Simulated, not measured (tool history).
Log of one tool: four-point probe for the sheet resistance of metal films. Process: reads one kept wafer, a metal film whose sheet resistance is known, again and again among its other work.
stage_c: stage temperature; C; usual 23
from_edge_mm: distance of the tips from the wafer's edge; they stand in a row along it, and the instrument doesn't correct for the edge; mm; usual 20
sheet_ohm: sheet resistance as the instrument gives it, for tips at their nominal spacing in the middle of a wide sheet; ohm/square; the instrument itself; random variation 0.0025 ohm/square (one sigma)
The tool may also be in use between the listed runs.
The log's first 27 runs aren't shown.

run 28 day=15.329 | stage_c=25 from_edge_mm=7 | sheet_ohm=12.538702
run 29 day=15.796 | stage_c=30 from_edge_mm=34 | sheet_ohm=12.528592
run 30 day=16.142 | stage_c=21 from_edge_mm=3 | sheet_ohm=12.664371
run 31 day=16.7 | stage_c=21 from_edge_mm=3 | sheet_ohm=12.664203
run 32 day=17.483 | stage_c=21 from_edge_mm=3 | sheet_ohm=12.66853
run 33 day=17.912 | stage_c=19 from_edge_mm=4 | sheet_ohm=12.57371
run 34 day=18.688 | stage_c=25 from_edge_mm=4 | sheet_ohm=12.609945
run 35 day=19.058 | stage_c=25 from_edge_mm=4 | sheet_ohm=12.60907
run 36 day=19.542 | stage_c=24 from_edge_mm=20 | sheet_ohm=12.504762
run 37 day=19.979 | stage_c=29 from_edge_mm=3 | sheet_ohm=12.706728
run 38 day=20.721 | stage_c=32 from_edge_mm=9 | sheet_ohm=12.558856
run 39 day=21.367 | stage_c=32 from_edge_mm=9 | sheet_ohm=12.554219
run 40 day=22.067 | stage_c=32 from_edge_mm=9 | sheet_ohm=12.558143
run 41 day=22.729 | stage_c=32 from_edge_mm=9 | sheet_ohm=12.557144
run 42 day=23.338 | stage_c=32 from_edge_mm=16 | sheet_ohm=12.540972
run 43 day=23.992 | stage_c=32 from_edge_mm=16 | sheet_ohm=12.538682
run 44 day=24.425 | stage_c=33 from_edge_mm=5 | sheet_ohm=12.603134
run 45 day=25.233 | stage_c=33 from_edge_mm=5 | sheet_ohm=12.607254

Forecast each of these 3 alternatives for the next run:
run A day=25.896 | stage_c=26 from_edge_mm=31 | sheet_ohm=?
run B day=25.896 | stage_c=29 from_edge_mm=10 | sheet_ohm=?
run C day=25.896 | stage_c=28 from_edge_mm=12 | sheet_ohm=?

run=A sheet_ohm=12.505741
run=B sheet_ohm=12.537579
run=C sheet_ohm=12.523301
Without the tool's hidden state the same runs would have given:
run=A sheet_ohm=12.526606
run=B sheet_ohm=12.558497
run=C sheet_ohm=12.544195
